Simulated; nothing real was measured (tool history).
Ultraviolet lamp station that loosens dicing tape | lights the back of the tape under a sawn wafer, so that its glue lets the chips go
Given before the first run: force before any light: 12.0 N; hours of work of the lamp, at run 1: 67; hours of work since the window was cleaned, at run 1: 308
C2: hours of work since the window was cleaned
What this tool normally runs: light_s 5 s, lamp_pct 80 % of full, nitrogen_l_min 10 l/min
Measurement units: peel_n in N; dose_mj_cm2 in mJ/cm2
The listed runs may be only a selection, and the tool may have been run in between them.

{"run": 1, "hour": 0.0, "light_s": 5, "lamp_pct": 80, "nitrogen_l_min": 10, "hours of work of the lamp": 67, "C2": 308, "peel_n": 0.644, "dose_mj_cm2": 319}
{"run": 2, "hour": 7.6, "light_s": 5, "lamp_pct": 80, "nitrogen_l_min": 10, "hours of work of the lamp": 72, "C2": 313, "peel_n": 0.664, "dose_mj_cm2": 316}
{"run": 3, "hour": 23.8, "light_s": 5, "lamp_pct": 80, "nitrogen_l_min": 10, "hours of work of the lamp": 82, "C2": 323, "peel_n": 0.645, "dose_mj_cm2": 314}
{"run": 4, "hour": 40.5, "light_s": 5, "lamp_pct": 80, "nitrogen_l_min": 10, "hours of work of the lamp": 93, "C2": 334, "peel_n": 0.681, "dose_mj_cm2": 316}
{"run": 5, "hour": 54.2, "light_s": 6, "lamp_pct": 80, "nitrogen_l_min": 10, "hours of work of the lamp": 102, "C2": 343, "peel_n": 0.421, "dose_mj_cm2": 371}
{"run": 6, "hour": 65.0, "light_s": 6, "lamp_pct": 80, "nitrogen_l_min": 10, "hours of work of the lamp": 109, "C2": 350, "peel_n": 0.426, "dose_mj_cm2": 368}
{"run": 7, "hour": 78.3, "light_s": 6, "lamp_pct": 80, "nitrogen_l_min": 10, "hours of work of the lamp": 118, "C2": 359, "peel_n": 0.417, "dose_mj_cm2": 371}
{"run": 8, "hour": 85.6, "light_s": 6, "lamp_pct": 80, "nitrogen_l_min": 10, "hours of work of the lamp": 122, "C2": 363, "peel_n": 0.427, "dose_mj_cm2": 367}
{"run": 9, "hour": 95.0, "light_s": 5, "lamp_pct": 80, "nitrogen_l_min": 7, "hours of work of the lamp": 129, "C2": 369, "peel_n": 0.892, "dose_mj_cm2": 301}
{"run": 10, "hour": 102.3, "light_s": 5, "lamp_pct": 80, "nitrogen_l_min": 7, "hours of work of the lamp": 133, "C2": 374, "peel_n": 0.902, "dose_mj_cm2": 304}
{"run": 11, "hour": 113.3, "light_s": 7, "lamp_pct": 80, "nitrogen_l_min": 10, "hours of work of the lamp": 140, "C2": 381, "peel_n": 0.297, "dose_mj_cm2": 421}
{"run": 12, "hour": 125.6, "light_s": 5, "lamp_pct": 80, "nitrogen_l_min": 6, "hours of work of the lamp": 148, "C2": 389, "peel_n": 1.057, "dose_mj_cm2": 301}
{"run": 13, "hour": 140.7, "light_s": 3, "lamp_pct": 81, "nitrogen_l_min": 4, "hours of work of the lamp": 158, "C2": 399, "peel_n": 3.21, "dose_mj_cm2": 183}
{"run": 14, "hour": 156.8, "light_s": 3, "lamp_pct": 80, "nitrogen_l_min": 14, "hours of work of the lamp": 169, "C2": 410, "peel_n": 1.934, "dose_mj_cm2": 181}
{"run": 15, "hour": 171.5, "light_s": 7, "lamp_pct": 71, "nitrogen_l_min": 6, "hours of work of the lamp": 178, "C2": 419, "peel_n": 0.672, "dose_mj_cm2": 366}
{"hour": 173.1, "done": "window cleaned of glue's vapour"}
{"run": 16, "hour": 185.0, "light_s": 10, "lamp_pct": 88, "nitrogen_l_min": 17, "hours of work of the lamp": 187, "C2": 8, "peel_n": 0.103, "dose_mj_cm2": 632}
{"run": 17, "hour": 201.7, "light_s": 7, "lamp_pct": 86, "nitrogen_l_min": 6, "hours of work of the lamp": 197, "C2": 19, "peel_n": 0.415, "dose_mj_cm2": 431}
{"run": 18, "hour": 216.4, "light_s": 5, "lamp_pct": 84, "nitrogen_l_min": 9, "hours of work of the lamp": 207, "C2": 28, "peel_n": 0.823, "dose_mj_cm2": 298}
{"run": 19, "hour": 231.6, "light_s": 5, "lamp_pct": 84, "nitrogen_l_min": 9, "hours of work of the lamp": 217, "C2": 38, "peel_n": 0.835, "dose_mj_cm2": 297}
{"hour": 240.6, "done": "window cleaned of glue's vapour, once more"}
{"run": 20, "hour": 240.6, "light_s": 5, "lamp_pct": 61, "nitrogen_l_min": 8, "hours of work of the lamp": 222, "C2": 0, "peel_n": 1.581, "dose_mj_cm2": 231}
{"run": 21, "hour": 254.3, "light_s": 5, "lamp_pct": 61, "nitrogen_l_min": 8, "hours of work of the lamp": 231, "C2": 9, "peel_n": 1.593, "dose_mj_cm2": 227}
{"run": 22, "hour": 265.1, "light_s": 5, "lamp_pct": 65, "nitrogen_l_min": 14, "hours of work of the lamp": 238, "C2": 16, "peel_n": 1.038, "dose_mj_cm2": 239}
{"run": 23, "hour": 277.7, "light_s": 5, "lamp_pct": 67, "nitrogen_l_min": 10, "hours of work of the lamp": 246, "C2": 24, "peel_n": 1.201, "dose_mj_cm2": 246}

5 options for the next run, each taken on its own from the tool as it stands now. Forecast them:
{"run": "A", "hour": 289.0, "light_s": 5, "lamp_pct": 67, "nitrogen_l_min": 4, "hours of work of the lamp": 254, "C2": 31, "peel_n": "?", "dose_mj_cm2": "?"}
{"run": "B", "hour": 289.0, "light_s": 2, "lamp_pct": 92, "nitrogen_l_min": 14, "hours of work of the lamp": 254, "C2": 31, "peel_n": "?", "dose_mj_cm2": "?"}
{"run": "C", "hour": 289.0, "light_s": 6, "lamp_pct": 67, "nitrogen_l_min": 10, "hours of work of the lamp": 254, "C2": 31, "peel_n": "?", "dose_mj_cm2": "?"}
{"run": "D", "hour": 289.0, "light_s": 9, "lamp_pct": 88, "nitrogen_l_min": 5, "hours of work of the lamp": 254, "C2": 31, "peel_n": "?", "dose_mj_cm2": "?"}
{"run": "E", "hour": 289.0, "light_s": 5, "lamp_pct": 75, "nitrogen_l_min": 13, "hours of work of the lamp": 254, "C2": 31, "peel_n": "?", "dose_mj_cm2": "?"}

run=A peel_n=2.014 dose_mj_cm2=248
run=B peel_n=3.084 dose_mj_cm2=138
run=C peel_n=0.794 dose_mj_cm2=294
run=D peel_n=0.205 dose_mj_cm2=584
run=E peel_n=0.811 dose_mj_cm2=279
Without the tool's unlogged condition, the same runs would have read:
run=A peel_n=1.512 dose_mj_cm2=289
run=B peel_n=2.461 dose_mj_cm2=160
run=C peel_n=0.528 dose_mj_cm2=343
run=D peel_n=0.142 dose_mj_cm2=681
run=E peel_n=0.541 dose_mj_cm2=325

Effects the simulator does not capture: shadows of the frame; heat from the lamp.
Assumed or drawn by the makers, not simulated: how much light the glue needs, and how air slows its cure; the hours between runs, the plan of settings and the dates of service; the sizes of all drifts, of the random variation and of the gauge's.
